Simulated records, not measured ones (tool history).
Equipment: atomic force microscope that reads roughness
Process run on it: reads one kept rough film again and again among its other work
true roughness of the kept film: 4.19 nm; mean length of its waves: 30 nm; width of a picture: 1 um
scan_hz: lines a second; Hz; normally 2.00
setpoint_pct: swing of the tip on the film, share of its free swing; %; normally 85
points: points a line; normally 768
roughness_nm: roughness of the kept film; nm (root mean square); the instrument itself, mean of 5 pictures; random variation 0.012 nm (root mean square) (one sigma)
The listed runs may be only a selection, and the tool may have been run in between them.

run	hour	scan_hz	setpoint_pct	points	roughness_nm
1	0.0	2.00	85	768	2.375
2	29.9	2.00	85	768	2.044
# hour 46.9: new tip fitted
3	46.9	2.00	85	768	2.793
4	70.3	2.00	85	768	2.412
5	101.8	2.00	85	768	2.044
# hour 117.4: new tip fitted
6	136.7	2.00	79	768	2.573
7	154.5	2.00	79	359	2.307
8	175.2	2.00	85	499	1.976
# hour 187.1: new tip fitted
9	203.9	2.00	85	341	2.478
10	225.3	3.06	85	768	1.970
11	245.6	2.00	70	768	2.195
# hour 259.4: new tip fitted
12	275.5	2.00	85	768	2.518
13	301.9	2.00	85	669	2.106
14	327.2	2.00	85	589	1.869
# hour 329.9: new tip fitted
15	362.1	2.00	85	589	2.245
16	387.7	2.00	85	589	1.964
# hour 400.6: new tip fitted
17	410.1	2.00	85	589	2.640
18	431.4	2.00	85	297	2.295
19	467.7	2.00	67	297	2.155
# hour 473.5: new tip fitted
20	490.8	2.00	67	297	2.792
21	508.5	2.00	67	297	2.480
22	538.0	2.00	67	297	2.118
# hour 546.0: new tip fitted
23	571.7	2.00	85	483	2.328
24	594.4	2.00	85	483	2.048
# hour 618.6: new tip fitted
25	624.0	2.00	85	483	2.659
26	656.8	2.00	85	483	2.166
27	684.3	2.00	85	483	1.881
# hour 690.2: new tip fitted
28	701.6	2.00	85	483	2.548
29	734.4	2.00	85	483	2.100
# hour 762.3: new tip fitted
30	763.5	3.38	58	258	3.116
31	783.1	2.74	85	624	2.262
32	815.5	2.74	85	624	1.860
# hour 834.5: new tip fitted
33	836.7	2.74	85	624	2.503
34	871.5	2.74	85	624	2.048
35	902.1	0.61	56	609	2.298
# hour 905.7: new tip fitted
36	927.5	3.48	85	970	2.064
37	954.5	3.48	85	970	1.780
38	972.3	3.48	85	970	1.628
# hour 976.1: new tip fitted
39	1002.7	2.25	56	768	2.798
40	1025.9	2.25	56	768	2.477
# hour 1047.9: new tip fitted
41	1047.9	2.25	56	768	3.255
42	1074.6	2.74	61	777	2.625
43	1095.6	1.51	85	538	2.148
44	1111.7	1.51	85	538	1.991
# hour 1120.7: new tip fitted
45	1130.8	1.93	85	768	2.608
46	1159.8	2.33	56	671	2.627
47	1182.9	2.00	85	607	1.960
# hour 1192.6: new tip fitted
48	1204.8	0.95	65	322	3.003
49	1233.1	0.95	65	322	2.519
# hour 1263.1: new tip fitted
50	1263.1	2.31	86	573	2.655
51	1280.4	2.31	86	573	2.382
52	1297.7	2.31	86	573	2.156
53	1314.4	2.31	86	573	1.947

What if the next run were any one of these 3? Each begins from the tool's condition after run 53:
# hour 1333.5: new tip fitted
A	1333.5	3.02	86	573	?
# hour 1333.5: new tip fitted
B	1333.5	1.31	85	420	?
# hour 1333.5: new tip fitted
C	1333.5	3.65	85	768	?

run	roughness_nm
A	2.476
B	2.934
C	2.370
With no hidden state in the tool, these same runs would have given:
run	roughness_nm
A	2.522
B	2.989
C	2.414
